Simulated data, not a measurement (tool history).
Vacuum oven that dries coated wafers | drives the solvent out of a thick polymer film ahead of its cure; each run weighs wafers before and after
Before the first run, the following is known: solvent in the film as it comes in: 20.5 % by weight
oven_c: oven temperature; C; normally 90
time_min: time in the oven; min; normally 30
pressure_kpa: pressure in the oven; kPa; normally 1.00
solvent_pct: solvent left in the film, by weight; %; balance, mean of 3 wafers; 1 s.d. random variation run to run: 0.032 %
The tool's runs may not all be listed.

| run | day | oven_c | time_min | pressure_kpa | solvent_pct |
|---|---|---|---|---|---|
| 1 | 0.000 | 90 | 30 | 1.00 | 2.43 |
| 2 | 1.971 | 90 | 30 | 1.00 | 2.30 |
| 3 | 4.471 | 90 | 30 | 1.00 | 2.35 |
| 4 | 5.904 | 90 | 30 | 1.00 | 2.35 |
| 5 | 7.338 | 90 | 30 | 2.59 | 3.67 |
| 6 | 9.296 | 90 | 30 | 2.59 | 3.66 |
| 7 | 11.208 | 90 | 30 | 2.59 | 3.70 |
| 8 | 13.683 | 90 | 30 | 2.59 | 3.77 |
| 9 | 16.212 | 90 | 30 | 2.59 | 3.74 |
|  | 16.462 | oven's thermocouples calibrated |
| 10 | 17.733 | 90 | 30 | 2.59 | 3.84 |
| 11 | 20.088 | 90 | 30 | 1.09 | 2.53 |
|  | 22.312 | oven's thermocouples calibrated, once more |
| 12 | 22.575 | 90 | 30 | 1.09 | 2.50 |
| 13 | 23.954 | 90 | 30 | 0.56 | 2.08 |
| 14 | 25.371 | 98 | 30 | 3.76 | 3.11 |
| 15 | 27.833 | 98 | 30 | 1.22 | 1.49 |
| 16 | 29.317 | 102 | 38 | 1.22 | 0.90 |
| 17 | 31.088 | 98 | 30 | 1.75 | 1.80 |
| 18 | 32.621 | 98 | 30 | 1.75 | 1.81 |
| 19 | 34.254 | 80 | 25 | 0.85 | 5.78 |
| 20 | 36.192 | 80 | 41 | 2.42 | 5.28 |
| 21 | 38.033 | 90 | 30 | 1.00 | 2.57 |
| 22 | 39.242 | 98 | 30 | 0.81 | 1.20 |
| 23 | 41.338 | 98 | 30 | 0.81 | 1.27 |
| 24 | 42.642 | 98 | 30 | 0.81 | 1.28 |
| 25 | 43.992 | 90 | 41 | 1.00 | 1.75 |

5 ways to go on from here, each from the tool as it stands after run 25. What would each give?
|  | 46.271 | vacuum gauge cleaned of residue and calibrated |
| A | 46.350 | 90 | 30 | 1.01 | ? |
|  | 46.271 | vacuum gauge cleaned of residue and calibrated |
| B | 46.350 | 84 | 30 | 0.72 | ? |
|  | 46.271 | vacuum gauge cleaned of residue and calibrated |
| C | 46.350 | 90 | 23 | 1.58 | ? |
|  | 46.271 | vacuum gauge cleaned of residue and calibrated |
| D | 46.350 | 90 | 41 | 0.84 | ? |
|  | 46.271 | vacuum gauge cleaned of residue and calibrated |
| E | 46.350 | 99 | 41 | 2.78 | ? |

| run | solvent_pct |
|---|---|
| A | 2.30 |
| B | 3.47 |
| C | 3.93 |
| D | 1.36 |
| E | 1.87 |
Had the tool no hidden state, the same runs would have come out as:
| run | solvent_pct |
|---|---|
| A | 2.11 |
| B | 3.23 |
| C | 3.68 |
| D | 1.24 |
| E | 1.78 |

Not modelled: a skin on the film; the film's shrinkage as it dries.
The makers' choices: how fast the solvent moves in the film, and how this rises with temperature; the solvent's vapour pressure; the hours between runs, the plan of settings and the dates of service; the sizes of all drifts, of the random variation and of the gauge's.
